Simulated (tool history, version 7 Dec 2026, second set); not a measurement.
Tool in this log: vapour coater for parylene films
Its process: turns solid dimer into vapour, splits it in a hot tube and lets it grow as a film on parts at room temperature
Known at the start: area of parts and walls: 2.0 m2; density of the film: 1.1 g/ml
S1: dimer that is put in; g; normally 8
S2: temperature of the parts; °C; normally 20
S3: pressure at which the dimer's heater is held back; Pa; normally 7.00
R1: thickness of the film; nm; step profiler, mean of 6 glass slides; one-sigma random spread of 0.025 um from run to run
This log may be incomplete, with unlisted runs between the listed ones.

run     day  S1  S2    S3    R1
  1   0.000   8  20  7.00  1680
  2   1.058   8  20  7.00  1670
  3   2.504   8  20  7.00  1650
  4   3.429   8  20  7.00  1630
  5   4.329   8  20  7.00  1660
  6   5.096   8  30  7.00  1200
  7   6.338   6  30  7.00   900
  8   7.833   6  30  7.00   870
  9   8.762   6  30  7.00   900
 10  10.225   6  30  7.00   880
 11  11.425   6  30  7.00   870
 12  12.754   8  20  3.68  1680
 13  14.171   8  20  3.68  1670
 14  15.154   8  20  4.07  1740
 15  16.508   8  20  7.00  1570
 16  18.083   8  20  7.00  1580
 17  19.004   8  20  7.00  1590
 18  20.433   8  20  4.68  1630
 19  21.854   8  20  8.64  1530
     22.762  -- table's thermometer calibrated
 20  22.988   8  20  8.64  1540
 21  24.525   8  20  7.00  1580
 22  25.596   8  20  7.00  1580
 23  27.042   8  20  7.00  1580
 24  28.567   8  21  7.00  1500
 25  29.775   9  16  3.43  2150
 26  30.546   7  24  2.39  1310
 27  31.958   7  24  2.39  1250
 28  32.679   4  20  7.48   760
 29  34.042   3  17  5.87   620
 30  34.696   5  12  2.24  1300
     35.417  -- trap's valve overhauled
 31  35.700   5  12  2.24  1560
 32  36.925   3  12  2.24   970
 33  37.683   5  29  2.24   900
 34  39.162   5  29  2.02   910

Predict the results of run 35:
 35  40.004   5  29  2.02   ?

Run 35 came out at R1 940 nm.
With the hidden condition absent and the run-to-run variation left alone, this run would have shown R1 960 nm.

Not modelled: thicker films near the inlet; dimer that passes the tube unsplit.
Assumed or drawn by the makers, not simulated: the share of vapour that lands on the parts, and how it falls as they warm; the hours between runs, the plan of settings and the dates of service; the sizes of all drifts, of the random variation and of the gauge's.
